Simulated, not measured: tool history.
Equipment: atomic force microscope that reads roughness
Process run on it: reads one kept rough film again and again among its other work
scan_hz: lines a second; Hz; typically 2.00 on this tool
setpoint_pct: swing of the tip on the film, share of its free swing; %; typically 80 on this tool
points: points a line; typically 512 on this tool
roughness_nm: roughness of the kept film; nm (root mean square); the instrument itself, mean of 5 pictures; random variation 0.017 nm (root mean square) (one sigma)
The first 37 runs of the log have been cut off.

run	day	scan_hz	setpoint_pct	points	roughness_nm
38	50.046	1.50	58	512	4.250
39	51.879	3.90	62	626	3.961
40	52.646	2.00	80	498	3.787
41	54.421	2.00	59	512	3.966
42	55.229	2.00	59	512	3.953
43	56.050	1.97	80	719	3.665
# day 57.554: new tip fitted
44	57.750	1.97	75	726	4.248
45	58.658	1.93	63	512	4.352
46	59.562	0.55	80	967	4.347
47	61.125	2.00	66	373	4.163
48	61.958	1.53	57	955	4.245
49	63.788	1.53	57	955	4.164
50	65.608	0.79	68	378	4.083
51	67.325	2.48	68	288	3.770

Predict each of these 5 candidate next runs independently; none follows another, all start after run 51:
A	68.562	1.71	63	484	?
B	68.562	0.58	80	512	?
C	68.562	2.48	69	583	?
D	68.562	3.55	80	288	?
E	68.562	2.70	68	288	?

run	roughness_nm
A	3.864
B	3.895
C	3.725
D	3.335
E	3.731
Without the tool's unlogged condition, the same runs would have read:
run	roughness_nm
A	4.407
B	4.442
C	4.249
D	3.803
E	4.256

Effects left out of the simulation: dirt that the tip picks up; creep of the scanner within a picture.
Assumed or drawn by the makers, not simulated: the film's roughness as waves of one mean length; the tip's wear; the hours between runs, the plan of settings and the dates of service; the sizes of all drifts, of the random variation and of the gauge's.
